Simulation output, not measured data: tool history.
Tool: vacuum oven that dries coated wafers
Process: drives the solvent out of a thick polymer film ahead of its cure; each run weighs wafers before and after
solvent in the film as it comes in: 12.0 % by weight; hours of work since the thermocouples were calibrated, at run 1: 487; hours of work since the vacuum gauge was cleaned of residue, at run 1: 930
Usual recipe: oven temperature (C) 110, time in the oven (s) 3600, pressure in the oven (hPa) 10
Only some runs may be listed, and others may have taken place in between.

run	hour	oven temperature (C)	time in the oven (s)	pressure in the oven (hPa)	hours of work since the thermocouples were calibrated	hours of work since the vacuum gauge was cleaned of residue	solvent left in the film (%)
1	0	110	3600	10	487	930	1.1
2	65.8	110	3600	10	531	974	1.14
3	99.2	114	3600	10	554	997	0.62
4	147.3	110	3600	10	586	1029	1.13
5	189.1	110	2160	10	614	1057	2.47
6	219.4	110	2160	10	634	1078	2.47
7	268.4	110	2160	10	667	1111	2.48
8	318.3	110	3600	22.9	701	1144	1.57
9	372.5	110	2580	10	737	1180	1.93
10	419.1	109	3600	12.9	768	1212	1.41
11	448	106	2700	25.2	788	1231	3.18
# hour 500.6: oven's thermocouples calibrated
12	511.2	120	3360	20.1	7	1272	0.6
13	541	117	2100	20.4	27	1292	1.49
14	604.8	117	2100	20.4	70	1335	1.57

Each row is a separate what-if for the run after 14, all from the same tool condition, not one after another. Results?
A	666.4	110	5100	18.3	111	1376	?
B	666.4	110	3600	11.2	111	1376	?
C	666.4	118	3600	10	111	1376	?
D	666.4	102	3600	5.1	111	1376	?
E	666.4	110	3720	10	111	1376	?

run	solvent left in the film (%)
A	0.94
B	1.15
C	0.4
D	2.47
E	1.08
Had the tool no hidden state, the same runs would have come out as:
run	solvent left in the film (%)
A	0.93
B	1.14
C	0.4
D	2.46
E	1.07

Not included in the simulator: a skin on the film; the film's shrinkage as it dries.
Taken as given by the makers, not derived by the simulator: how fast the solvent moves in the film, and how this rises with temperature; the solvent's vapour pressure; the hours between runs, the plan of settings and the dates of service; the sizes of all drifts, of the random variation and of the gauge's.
